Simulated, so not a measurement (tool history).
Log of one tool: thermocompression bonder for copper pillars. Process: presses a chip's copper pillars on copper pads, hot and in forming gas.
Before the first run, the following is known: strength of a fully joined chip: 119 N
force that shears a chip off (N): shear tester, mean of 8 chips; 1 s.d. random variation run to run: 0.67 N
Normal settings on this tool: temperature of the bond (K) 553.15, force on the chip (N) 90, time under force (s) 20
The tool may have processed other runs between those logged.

run   hour  temperature of the bond (K)  force on the chip (N)  time under force (s)  force that shears a chip off (N)
  1      0                       553.15                     90                    20                              74.8
  2     20                       553.15                     90                    20                              74.6
  3   39.8                       554.15                     90                    20                              75.3
  4   52.5                       554.15                     90                    20                              74.5
  5   73.1                       554.15                     90                    20                              74.8
  6   93.4                       553.15                     90                    20                              75.2
  7  112.4                       553.15                     90                    20                              74.7
  8  122.4                       553.15                     90                    20                              74.9
  9  135.2                       553.15                     90                    20                              74.1
 10  152.9                       553.15                     90                    20                              75.5
 11    166                       553.15                     90                    20                              74.5
 12  181.3                       553.15                     90                    20                              75.1
 13  193.1                       552.15                     90                    20                              73.3
 14  203.4                       552.15                     90                    20                              73.7
 15  223.8                       540.15                     62                    20                              47.8
 16    236                       561.15                     73                    16                              66.1
 17  247.9                       532.15                     81                    20                              51.2
 18  266.2                       543.15                    101                    10                              56.6
 19  286.5                       553.15                     90                    44                              91.1
 20    304                       532.15                     90                    18                              53.9
 21  320.4                       542.15                     74                    31                              64.3
 22  333.8                       542.15                     74                    31                                65
 23    344                       532.15                     74                    31                              57.3
 24  363.9                       532.15                     74                    31                              56.9
     366.6  -- forming gas filter changed
 25  376.5                       575.15                    114                    31                             108.2
 26  386.1                       548.15                    126                    11                              72.2
 27  399.7                       560.15                    118                    11                              78.7
 28  414.4                       560.15                    118                    11                              79.2

4 options for the next run, each taken on its own from the tool as it stands now. Forecast them:
  A  429.2                       571.15                     64                    23                                 ?
  B  429.2                       566.15                    118                    19                                 ?
  C  429.2                       564.15                    102                    11                                 ?
  D  429.2                       560.15                     87                    29                                 ?

run  force that shears a chip off (N)
  A                              76.5
  B                              95.7
  C                              76.8
  D                              85.8
What these runs would have given with no unlogged condition in the tool:
run  force that shears a chip off (N)
  A                              76.8
  B                              95.9
  C                              77.1
  D                                86

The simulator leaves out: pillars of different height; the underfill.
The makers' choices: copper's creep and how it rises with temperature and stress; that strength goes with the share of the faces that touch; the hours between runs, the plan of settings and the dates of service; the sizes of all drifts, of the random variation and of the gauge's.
